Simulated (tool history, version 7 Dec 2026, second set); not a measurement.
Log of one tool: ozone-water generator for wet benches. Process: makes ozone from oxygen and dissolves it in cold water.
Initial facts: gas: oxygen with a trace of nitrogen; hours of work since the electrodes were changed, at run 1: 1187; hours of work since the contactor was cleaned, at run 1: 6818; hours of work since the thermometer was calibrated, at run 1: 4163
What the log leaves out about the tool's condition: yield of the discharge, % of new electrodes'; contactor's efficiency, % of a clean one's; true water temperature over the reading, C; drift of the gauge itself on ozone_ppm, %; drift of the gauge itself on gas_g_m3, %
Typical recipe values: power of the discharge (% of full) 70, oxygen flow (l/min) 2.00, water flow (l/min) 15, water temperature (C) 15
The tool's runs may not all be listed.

run    hour  power of the discharge (% of full)  oxygen flow (l/min)  water flow (l/min)  water temperature (C)  hours of work since the electrodes were changed  hours of work since the contactor was cleaned  hours of work since the thermometer was calibrated  dissolved ozone (ppm)  ozone in the gas ahead of the water (g/m3)
  1     0.0                                  70                 2.00                  15                     15                                             1187                                           6818                                                4163                   19.5                                       274.4
  2   127.3                                  70                 2.00                  15                     15                                             1275                                           6906                                                4251                   19.5                                       274.9
  3   313.1                                  70                 2.00                  15                     15                                             1403                                           7034                                                4379                   19.5                                       274.8
  4   477.4                                  70                 2.00                  15                     15                                             1517                                           7147                                                4493                   19.6                                       274.2
  5   586.7                                  70                 2.00                  15                     15                                             1592                                           7223                                                4568                   19.2                                       272.6
  6   751.9                                  70                 3.40                  15                     15                                             1706                                           7337                                                4682                   20.3                                       201.3
  7   863.2                                  70                 3.40                  15                     15                                             1783                                           7414                                                4759                   20.4                                       201.6
  8  1038.6                                  70                 3.40                  15                     15                                             1904                                           7535                                                4880                   20.4                                       201.2
  9  1146.1                                  70                 1.38                  15                     15                                             1978                                           7609                                                4954                   18.0                                       339.0
 10  1333.1                                  52                 2.00                  15                     15                                             2107                                           7738                                                5083                   15.3                                       212.6
 11  1449.9                                  52                 2.00                  15                     15                                             2188                                           7819                                                5164                   15.4                                       214.6
     1537.0  -- water thermometer calibrated
 12  1550.6                                  52                 2.00                  15                     15                                             2257                                           7888                                                   9                   15.4                                       211.5
     1612.7  -- contactor cleaned
 13  1714.0                                  70                 2.00                  15                     15                                             2367                                             70                                                 119                   19.5                                       272.3
 14  1813.8                                  70                 2.00                  15                     15                                             2436                                            139                                                 188                   19.4                                       270.1
 15  2008.7                                  70                 2.00                  15                     15                                             2570                                            273                                                 323                   19.7                                       272.6
 16  2190.9                                  70                 2.00                  15                     15                                             2696                                            399                                                 448                   19.6                                       270.7
 17  2308.7                                  70                 2.00                  15                     15                                             2777                                            480                                                 530                   19.3                                       271.0
 18  2428.6                                  49                 1.98                   9                      7                                             2860                                            563                                                 612                   26.1                                       204.0
 19  2610.9                                  42                 2.00                  15                     15                                             2986                                            689                                                 738                   12.7                                       177.1
 20  2729.1                                  70                 2.52                  15                     16                                             3067                                            770                                                 820                   19.9                                       237.4
 21  2893.3                                  70                 2.52                  15                     16                                             3181                                            884                                                 933                   19.7                                       236.5
 22  3038.9                                  49                 2.64                  11                     16                                             3281                                            984                                                1034                   20.1                                       170.4
 23  3175.5                                  49                 2.64                  11                     16                                             3375                                           1078                                                1128                   20.0                                       172.7

Estimate the outcome of run 24 from the log above:
 24  3269.3                                  97                 2.00                  10                     15                                             3440                                           1143                                                1193                      ?                                           ?

dissolved ozone (ppm): 38.2
ozone in the gas ahead of the water (g/m3): 349.7
The same run, on a tool lacking any hidden state, would have yielded dissolved ozone (ppm) 38.3, ozone in the gas ahead of the water (g/m3) 356.0.
